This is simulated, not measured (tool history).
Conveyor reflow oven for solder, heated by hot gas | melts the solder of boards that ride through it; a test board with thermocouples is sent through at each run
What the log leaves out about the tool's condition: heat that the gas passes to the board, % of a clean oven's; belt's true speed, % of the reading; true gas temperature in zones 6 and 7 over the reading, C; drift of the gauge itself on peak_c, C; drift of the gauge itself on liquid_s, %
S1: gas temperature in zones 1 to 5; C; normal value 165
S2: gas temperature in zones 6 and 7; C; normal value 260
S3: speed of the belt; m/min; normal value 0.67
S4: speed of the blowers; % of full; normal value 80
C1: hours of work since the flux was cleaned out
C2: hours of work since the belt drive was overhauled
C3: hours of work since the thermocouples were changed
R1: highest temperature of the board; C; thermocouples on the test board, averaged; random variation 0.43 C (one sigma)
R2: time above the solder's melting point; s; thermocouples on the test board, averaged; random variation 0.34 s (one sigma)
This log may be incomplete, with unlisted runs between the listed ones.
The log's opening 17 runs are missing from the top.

run 18 hour=188.7 | S1=172 S2=264 S3=0.559 S4=70 | C1=138 C2=485 C3=783 | R1=255 R2=58.1
run 19 hour=201 | S1=165 S2=250 S3=0.665 S4=53 | C1=146 C2=493 C3=792 | R1=231.5 R2=25.9
run 20 hour=211.2 | S1=165 S2=269 S3=0.646 S4=54 | C1=154 C2=501 C3=799 | R1=248.5 R2=43.4
run 21 hour=225.3 | S1=165 S2=260 S3=0.62 S4=73 | C1=164 C2=510 C3=809 | R1=247.9 R2=46
-- hour=230.1 belt drive overhauled, speed set with a stopwatch
run 22 hour=235.9 | S1=165 S2=259 S3=0.67 S4=57 | C1=168 C2=4 C3=814 | R1=240.1 R2=34.2
run 23 hour=244.8 | S1=165 S2=268 S3=0.67 S4=62 | C1=174 C2=10 C3=820 | R1=249.2 R2=41.7
run 24 hour=255.2 | S1=165 S2=268 S3=0.67 S4=62 | C1=182 C2=18 C3=827 | R1=248.1 R2=42
run 25 hour=269.9 | S1=165 S2=268 S3=0.555 S4=62 | C1=192 C2=28 C3=837 | R1=256 R2=57.3
run 26 hour=282.1 | S1=165 S2=268 S3=0.555 S4=62 | C1=201 C2=37 C3=846 | R1=256.2 R2=56.5
-- hour=297.2 belt drive overhauled, speed set with a stopwatch, once more
run 27 hour=299.1 | S1=175 S2=268 S3=0.64 S4=77 | C1=210 C2=1 C3=855 | R1=256.5 R2=51.4
run 28 hour=306.6 | S1=175 S2=268 S3=0.64 S4=77 | C1=215 C2=7 C3=860 | R1=255.7 R2=52
run 29 hour=315 | S1=175 S2=268 S3=0.64 S4=77 | C1=221 C2=13 C3=866 | R1=257 R2=52.4
run 30 hour=326.7 | S1=165 S2=274 S3=0.755 S4=80 | C1=229 C2=21 C3=875 | R1=254.6 R2=39.7

What if the next run were any one of these 5? Each begins from the tool's condition after run 30:
run A hour=339.9 | S1=165 S2=259 S3=0.575 S4=80 | C1=238 C2=30 C3=884 | R1=? R2=?
run B hour=339.9 | S1=165 S2=260 S3=0.796 S4=80 | C1=238 C2=30 C3=884 | R1=? R2=?
run C hour=339.9 | S1=165 S2=251 S3=0.67 S4=85 | C1=238 C2=30 C3=884 | R1=? R2=?
run D hour=339.9 | S1=157 S2=261 S3=0.658 S4=80 | C1=238 C2=30 C3=884 | R1=? R2=?
run E hour=339.9 | S1=153 S2=260 S3=0.615 S4=80 | C1=238 C2=30 C3=884 | R1=? R2=?

run=A R1=251.4 R2=51.6
run=B R1=239.8 R2=29.6
run=C R1=239.8 R2=36.8
run=D R1=247.6 R2=40.3
run=E R1=248 R2=43
With no hidden state in the tool, these same runs would have given:
run=A R1=248.8 R2=50.1
run=B R1=237.9 R2=28.5
run=C R1=237.5 R2=35.1
run=D R1=245.4 R2=39
run=E R1=245.6 R2=41.6
